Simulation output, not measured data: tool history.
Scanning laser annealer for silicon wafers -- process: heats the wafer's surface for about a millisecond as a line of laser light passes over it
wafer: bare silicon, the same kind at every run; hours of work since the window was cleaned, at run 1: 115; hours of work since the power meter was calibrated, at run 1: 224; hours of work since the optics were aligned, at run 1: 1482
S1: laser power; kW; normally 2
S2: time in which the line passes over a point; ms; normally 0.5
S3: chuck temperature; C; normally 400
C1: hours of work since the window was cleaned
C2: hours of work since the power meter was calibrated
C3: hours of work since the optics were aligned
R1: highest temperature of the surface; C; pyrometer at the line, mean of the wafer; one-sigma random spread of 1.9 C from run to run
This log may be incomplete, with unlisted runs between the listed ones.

run   hour     S1     S2   S3   C1   C2    C3    R1
  1      0      2    0.5  400  115  224  1482  1108
  2    3.9      2    0.5  400  117  226  1485  1112
  3    9.5      2    0.5  400  121  230  1489  1105
  4     16      2    0.5  400  126  235  1493  1105
  5   20.7      2    0.5  381  130  239  1497  1091
  6   30.1      2    0.5  381  136  245  1503  1089
  7   37.6      2    0.5  381  142  251  1509  1084
  8   42.2      2    0.5  381  145  254  1512  1085
  9   49.8      2    0.5  381  150  259  1518  1088
 10     57      2    0.5  381  156  265  1523  1084
 11   62.3      2    0.5  381  159  268  1527  1084
 12   66.9      2    0.5  381  163  272  1530  1083
 13     75      2    0.5  381  168  277  1536  1085
 14   80.1      2  0.433  400  172  281  1539  1054
 15   89.7  2.118   0.44  439  179  288  1546  1146
 16   94.2  1.763  0.431  363  182  291  1549   917
 17  101.9  2.066  0.593  433  188  297  1555  1225
     107.5  -- optics aligned, line set to its width
 18    112  2.066  0.593  433  191  300     3  1223
 19  117.3  1.734  0.414  378  195  304     7   910
 20  122.9  2.191  0.354  413  199  308    11  1075
     135.4  -- optics aligned, line set to its width, once more
 21  135.4  1.797  0.425  409  205  314     0   992
 22    145  2.016  0.421  360  212  321     7  1029
 23  154.2      2  0.429  439  218  327    13  1106
 24    160      2  0.476  400  222  331    18  1099
 25  166.9      2  0.476  400  227  336    23  1098
 26  175.4      2  0.476  400  233  342    29  1099
 27  184.9      2  0.476  400  240  349    35  1098
 28  192.1      2  0.476  400  245  354    41  1096

3 ways to go on from here, each from the tool as it stands after run 28. What would each give?
  A  201.1      2  0.476  379  252  361  47   ?
  B  201.1  2.048  0.366  392  252  361  47   ?
  C  201.1   1.75  0.461  400  252  361  47   ?

run    R1
  A  1074
  B  1024
  C   978
What these runs would have given with no unlogged condition in the tool:
run    R1
  A  1102
  B  1049
  C  1001
